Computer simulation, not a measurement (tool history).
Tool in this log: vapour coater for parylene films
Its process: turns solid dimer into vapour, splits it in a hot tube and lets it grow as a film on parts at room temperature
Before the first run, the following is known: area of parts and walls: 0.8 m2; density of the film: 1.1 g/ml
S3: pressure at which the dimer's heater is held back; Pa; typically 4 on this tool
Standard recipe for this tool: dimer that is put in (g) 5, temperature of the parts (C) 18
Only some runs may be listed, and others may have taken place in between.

{"run": 1, "hour": 0.0, "dimer that is put in (g)": 5, "temperature of the parts (C)": 18, "S3": 4, "thickness of the film (um)": 3.62}
{"run": 2, "hour": 19.8, "dimer that is put in (g)": 5, "temperature of the parts (C)": 18, "S3": 4, "thickness of the film (um)": 3.62}
{"run": 3, "hour": 35.9, "dimer that is put in (g)": 5, "temperature of the parts (C)": 18, "S3": 4, "thickness of the film (um)": 3.61}
{"run": 4, "hour": 56.2, "dimer that is put in (g)": 5, "temperature of the parts (C)": 18, "S3": 4, "thickness of the film (um)": 3.62}
{"run": 5, "hour": 69.4, "dimer that is put in (g)": 5, "temperature of the parts (C)": 18, "S3": 4, "thickness of the film (um)": 3.62}
{"run": 6, "hour": 90.6, "dimer that is put in (g)": 5, "temperature of the parts (C)": 18, "S3": 4, "thickness of the film (um)": 3.62}
{"run": 7, "hour": 109.4, "dimer that is put in (g)": 5, "temperature of the parts (C)": 18, "S3": 4, "thickness of the film (um)": 3.63}
{"run": 8, "hour": 121.4, "dimer that is put in (g)": 5, "temperature of the parts (C)": 18, "S3": 4, "thickness of the film (um)": 3.63}
{"run": 9, "hour": 141.3, "dimer that is put in (g)": 5, "temperature of the parts (C)": 18, "S3": 4, "thickness of the film (um)": 3.62}
{"run": 10, "hour": 164.7, "dimer that is put in (g)": 7, "temperature of the parts (C)": 28, "S3": 3.07, "thickness of the film (um)": 3.99}
{"run": 11, "hour": 186.2, "dimer that is put in (g)": 7, "temperature of the parts (C)": 28, "S3": 3.07, "thickness of the film (um)": 4}

Estimate the outcome of run 12 from the log above:
{"run": 12, "hour": 203.9, "dimer that is put in (g)": 2, "temperature of the parts (C)": 12, "S3": 9.89, "thickness of the film (um)": "?"}

{"run 12": {"thickness of the film (um)": 1.43}}
Had the tool carried no hidden state, the very same run would have given thickness of the film (um) 1.43.
